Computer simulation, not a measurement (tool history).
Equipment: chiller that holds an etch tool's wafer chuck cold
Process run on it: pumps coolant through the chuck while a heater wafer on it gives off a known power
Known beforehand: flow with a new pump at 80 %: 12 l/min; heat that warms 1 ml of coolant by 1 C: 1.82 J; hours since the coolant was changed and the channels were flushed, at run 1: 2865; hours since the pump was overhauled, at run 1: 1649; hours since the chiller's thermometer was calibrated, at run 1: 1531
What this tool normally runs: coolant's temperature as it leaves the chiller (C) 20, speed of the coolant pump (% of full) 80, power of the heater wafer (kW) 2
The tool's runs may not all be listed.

run,hour,coolant's temperature as it leaves the chiller (C),speed of the coolant pump (% of full),power of the heater wafer (kW),hours since the coolant was changed and the channels were flushed,hours since the pump was overhauled,hours since the chiller's thermometer was calibrated,chuck's temperature once it has settled (K),how much warmer the coolant comes back (C)
1,0,20,80,2,2865,1649,1531,310.95,5.7
2,48.1,20,79,2,2913,1697,1579,311.45,5.79
3,96,20,79,2.46,2961,1745,1627,315.55,7.16
4,126.9,20,79,2.46,2992,1776,1657,315.65,7.2
5,167.2,20,96,2,3032,1816,1698,308.85,4.81
6,198.2,20,96,2,3063,1847,1729,308.55,4.84
7,273.5,20,69,2,3138,1922,1804,313.75,6.67
8,334.7,20,80,2,3200,1984,1865,311.45,5.74
9,375.6,20,80,2,3241,2025,1906,311.35,5.78
10,423.7,20,80,2,3289,2073,1954,311.35,5.74
# hour 434.2: coolant pump overhauled
11,471.6,20,73,2,3332,37,1997,313.15,6.48
12,525.2,20,73,2,3385,91,2051,313.35,6.44
# hour 555.3: coolant pump overhauled, once more
13,593.5,20,73,2,3448,38,2114,312.05,5.98
14,632.8,20,73,2,3488,77,2153,312.15,6
15,676.1,20,73,2,3531,121,2197,312.15,5.99
16,735.9,20,85,2,3591,181,2256,309.95,5.14
17,774.3,20,76,2,3629,219,2295,311.55,5.83
18,820.6,25,67,1.095,3676,265,2341,309.15,3.55
19,896,26,63,2.042,3751,341,2417,321.35,7.08
20,969.2,20,64,2.653,3824,414,2490,321.65,9.12
21,1023,20,97,2,3878,468,2544,308.25,4.64
22,1077.4,20,80,1.049,3932,522,2598,302.25,2.92
23,1146.1,19,80,2.107,4001,591,2667,310.95,5.89
24,1192.2,14,80,1.665,4047,637,2713,301.95,4.59
25,1243.9,14,80,1.665,4099,689,2764,302.25,4.64
26,1303.1,11,77,2,4158,748,2824,302.75,5.82
27,1377.6,20,69,2,4232,822,2898,313.65,6.44
28,1428.4,20,69,2,4283,873,2949,313.55,6.42
29,1489.5,21,69,2,4344,934,3010,314.55,6.52
30,1563.2,20,75,1.796,4418,1008,3084,310.25,5.39
31,1596.6,15,80,2,4451,1041,3117,306.35,5.58

Some steps in chuck's temperature once it has settled (K), run to run, broken into two amounts with sign: the step expected even without the hidden condition (settings, incoming material, random variation), and the rest, left for the hidden condition together with whatever gauge scatter is not in both the measured and the hidden-condition-free result:
What the log doesn't record here: heat passed by the chuck's channels, % of clean ones'; flow at a given pump speed, % of a new pump's; coolant's true temperature over the reading, C; drift of the gauge itself on chuck_c, C; drift of the gauge itself on warmer_back_c, C.
Run 12 -> 13: coolant pump overhauled, once more. chuck's temperature once it has settled (K) -1.3: hidden state -1.3, all else +0.
Run 18 -> 19: coolant's temperature as it leaves the chiller (C) 25 -> 26, speed of the coolant pump (% of full) 67 -> 63, power of the heater wafer (kW) 1.095 -> 2.042. chuck's temperature once it has settled (K) +12.2: hidden state +0.8, all else +11.4.
Run 20 -> 21: speed of the coolant pump (% of full) 64 -> 97, power of the heater wafer (kW) 2.653 -> 2. chuck's temperature once it has settled (K) -13.4: hidden state -1, all else -12.4.
Run 22 -> 23: coolant's temperature as it leaves the chiller (C) 20 -> 19, power of the heater wafer (kW) 1.049 -> 2.107. chuck's temperature once it has settled (K) +8.7: hidden state +0.9, all else +7.8.
Run 26 -> 27: coolant's temperature as it leaves the chiller (C) 11 -> 20, speed of the coolant pump (% of full) 77 -> 69. chuck's temperature once it has settled (K) +10.9: hidden state +0.2, all else +10.7.
